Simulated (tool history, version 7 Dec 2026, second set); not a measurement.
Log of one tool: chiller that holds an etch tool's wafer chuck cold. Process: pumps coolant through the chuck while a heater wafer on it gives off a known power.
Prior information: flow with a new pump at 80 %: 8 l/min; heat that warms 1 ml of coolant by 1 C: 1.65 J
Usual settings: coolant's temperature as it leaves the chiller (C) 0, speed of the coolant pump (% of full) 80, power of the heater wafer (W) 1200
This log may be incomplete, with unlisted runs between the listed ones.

run    hour  coolant's temperature as it leaves the chiller (C)  speed of the coolant pump (% of full)  power of the heater wafer (W)  chuck's temperature once it has settled (C)  how much warmer the coolant comes back (C)
  1     0.0                                                   0                                     80                           1200                                          9.6                                        5.52
  2    92.7                                                   0                                     73                           1200                                         10.3                                        6.07
  3   190.3                                                   0                                     73                           1200                                         10.4                                        6.02
  4   310.7                                                   0                                     73                           1200                                         10.3                                        6.05
  5   427.3                                                   0                                     73                           1200                                         10.4                                        6.03
  6   487.5                                                   0                                     73                           1200                                         10.4                                        6.07
  7   542.8                                                   0                                     73                           1200                                         10.3                                        6.07
  8   650.3                                                   0                                     80                           1200                                          9.8                                        5.48
  9   762.6                                                   0                                     80                           1200                                          9.8                                        5.54
 10   881.0                                                   0                                     80                           1200                                          9.8                                        5.44
 11   943.4                                                   0                                     80                           1200                                          9.7                                        5.45
 12  1033.7                                                   0                                     80                           1200                                         10.0                                        5.46
 13  1100.6                                                   0                                     80                           1200                                         10.1                                        5.50
 14  1174.3                                                  -1                                     80                           1200                                          8.8                                        5.45
 15  1295.2                                                  -1                                     80                           1200                                          9.0                                        5.48
 16  1379.6                                                   0                                     80                           1200                                         10.0                                        5.49
     1420.4  -- chiller's thermometer calibrated
 17  1474.4                                                   0                                     80                           1200                                         10.0                                        5.50
 18  1536.2                                                  -9                                     82                            792                                         -2.0                                        3.51
 19  1633.1                                                  -9                                     82                            792                                         -2.3                                        3.51
 20  1691.0                                                   9                                     74                            792                                         16.2                                        3.97
     1743.0  -- chiller's thermometer calibrated, once more
 21  1746.4                                                   9                                     74                            922                                         17.0                                        4.59
 22  1796.1                                                  -1                                     81                            922                                          6.2                                        4.24
 23  1855.7                                                   0                                     64                            738                                          7.0                                        4.36
 24  1904.7                                                  -8                                     96                            751                                         -2.5                                        2.81
 25  1979.0                                                  -8                                     76                            602                                         -3.0                                        2.94
 26  2074.0                                                   1                                     84                           1511                                         12.9                                        6.58
 27  2162.3                                                   3                                     80                           1200                                         12.9                                        5.60
 28  2218.8                                                   3                                     80                           1200                                         13.0                                        5.47
 29  2294.5                                                   0                                     64                           1626                                         15.8                                        9.68
 30  2352.8                                                  -6                                     88                           1626                                          6.4                                        6.77
 31  2416.2                                                  -6                                     88                           1626                                          6.7                                        6.77

Alternative continuations, all from the tool just after run 31; predict every row:
  A  2487.8                                                   0                                     63                           1200                                            ?                                           ?
  B  2487.8                                                   7                                     89                           1200                                            ?                                           ?
  C  2487.8                                                   4                                     62                           1309                                            ?                                           ?
  D  2487.8                                                   9                                     98                           1626                                            ?                                           ?
  E  2487.8                                                  -6                                     80                           1200                                            ?                                           ?

run  chuck's temperature once it has settled (C)  how much warmer the coolant comes back (C)
  A                                         11.9                                        7.25
  B                                         16.2                                        4.88
  C                                         17.1                                        8.03
  D                                         20.5                                        5.99
  E                                          3.9                                        5.59
Stripped of hidden state, with their random variation kept, the same runs would have yielded:
run  chuck's temperature once it has settled (C)  how much warmer the coolant comes back (C)
  A                                         10.6                                        7.14
  B                                         15.1                                        4.81
  C                                         15.7                                        7.91
  D                                         19.2                                        5.90
  E                                          2.8                                        5.50
